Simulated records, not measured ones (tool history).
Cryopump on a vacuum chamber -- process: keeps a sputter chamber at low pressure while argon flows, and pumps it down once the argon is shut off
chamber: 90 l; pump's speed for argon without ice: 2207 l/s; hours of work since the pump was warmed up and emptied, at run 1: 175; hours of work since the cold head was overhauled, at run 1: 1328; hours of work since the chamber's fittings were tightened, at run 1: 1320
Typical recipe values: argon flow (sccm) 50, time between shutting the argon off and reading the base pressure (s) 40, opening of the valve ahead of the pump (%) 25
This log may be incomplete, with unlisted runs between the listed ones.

| run | hour | argon flow (sccm) | time between shutting the argon off and reading the base pressure (s) | opening of the valve ahead of the pump (%) | hours of work since the pump was warmed up and emptied | hours of work since the cold head was overhauled | hours of work since the chamber's fittings were tightened | pressure while argon flows (Pa) | pressure after the wait (uPa) |
|---|---|---|---|---|---|---|---|---|---|
| 1 | 0.0 | 50 | 40 | 25 | 175 | 1328 | 1320 | 0.1613 | 1.03 |
| 2 | 71.8 | 50 | 40 | 25 | 228 | 1382 | 1373 | 0.1621 | 1.08 |
| 3 | 116.9 | 50 | 40 | 25 | 262 | 1415 | 1407 | 0.1660 | 1.11 |
| 4 | 177.5 | 50 | 40 | 25 | 307 | 1460 | 1452 | 0.1679 | 1.16 |
| 5 | 226.3 | 50 | 40 | 41 | 343 | 1497 | 1488 | 0.1109 | 1.19 |
|  | 236.0 | pump warmed up, emptied and cooled again |
| 6 | 296.4 | 50 | 40 | 41 | 45 | 1545 | 1536 | 0.0953 | 1.02 |
| 7 | 373.6 | 50 | 40 | 41 | 102 | 1603 | 1594 | 0.0976 | 1.02 |
| 8 | 417.2 | 34 | 40 | 25 | 135 | 1635 | 1626 | 0.1074 | 1.04 |
| 9 | 493.2 | 50 | 23 | 25 | 191 | 1692 | 1683 | 0.1624 | 1.59 |
|  | 539.4 | leaking fittings of the chamber tightened, without venting |
| 10 | 540.5 | 93 | 40 | 25 | 225 | 1726 | 1 | 0.3026 | 0.75 |
| 11 | 595.0 | 50 | 40 | 54 | 266 | 1766 | 41 | 0.0838 | 0.81 |
| 12 | 667.0 | 46 | 31 | 44 | 319 | 1820 | 95 | 0.0941 | 1.00 |
|  | 710.6 | pump warmed up, emptied and cooled again |
| 13 | 738.6 | 57 | 40 | 46 | 21 | 1869 | 145 | 0.0963 | 0.77 |
| 14 | 824.4 | 57 | 40 | 46 | 85 | 1933 | 209 | 0.0978 | 0.82 |
| 15 | 916.6 | 49 | 84 | 46 | 153 | 2002 | 277 | 0.0878 | 0.55 |
| 16 | 998.1 | 49 | 72 | 46 | 214 | 2062 | 338 | 0.0917 | 0.59 |
| 17 | 1075.0 | 61 | 177 | 15 | 271 | 2120 | 395 | 0.3266 | 0.44 |
| 18 | 1126.0 | 65 | 40 | 23 | 309 | 2158 | 433 | 0.2364 | 0.91 |
|  | 1184.1 | pump warmed up, emptied and cooled again |
| 19 | 1199.0 | 65 | 40 | 31 | 11 | 2208 | 484 | 0.1631 | 0.85 |
| 20 | 1238.5 | 65 | 40 | 31 | 41 | 2238 | 513 | 0.1647 | 0.83 |
| 21 | 1320.6 | 50 | 139 | 29 | 102 | 2299 | 574 | 0.1364 | 0.44 |
| 22 | 1366.9 | 50 | 193 | 48 | 136 | 2333 | 609 | 0.0879 | 0.45 |

Below are 4 alternative next runs, each starting from the tool's condition after run 22. Predict each:
| A | 1459.9 | 33 | 193 | 48 | 205 | 2403 | 678 | ? | ? |
| B | 1459.9 | 35 | 42 | 18 | 205 | 2403 | 678 | ? | ? |
| C | 1459.9 | 34 | 68 | 21 | 205 | 2403 | 678 | ? | ? |
| D | 1459.9 | 50 | 193 | 52 | 205 | 2403 | 678 | ? | ? |

| run | pressure while argon flows (Pa) | pressure after the wait (uPa) |
|---|---|---|
| A | 0.0583 | 0.50 |
| B | 0.1555 | 0.87 |
| C | 0.1298 | 0.71 |
| D | 0.0840 | 0.46 |
Take away the tool's hidden state, keep each run's random variation, and the runs would have read:
| run | pressure while argon flows (Pa) | pressure after the wait (uPa) |
|---|---|---|
| A | 0.0515 | 0.28 |
| B | 0.1484 | 0.65 |
| C | 0.1228 | 0.50 |
| D | 0.0738 | 0.25 |
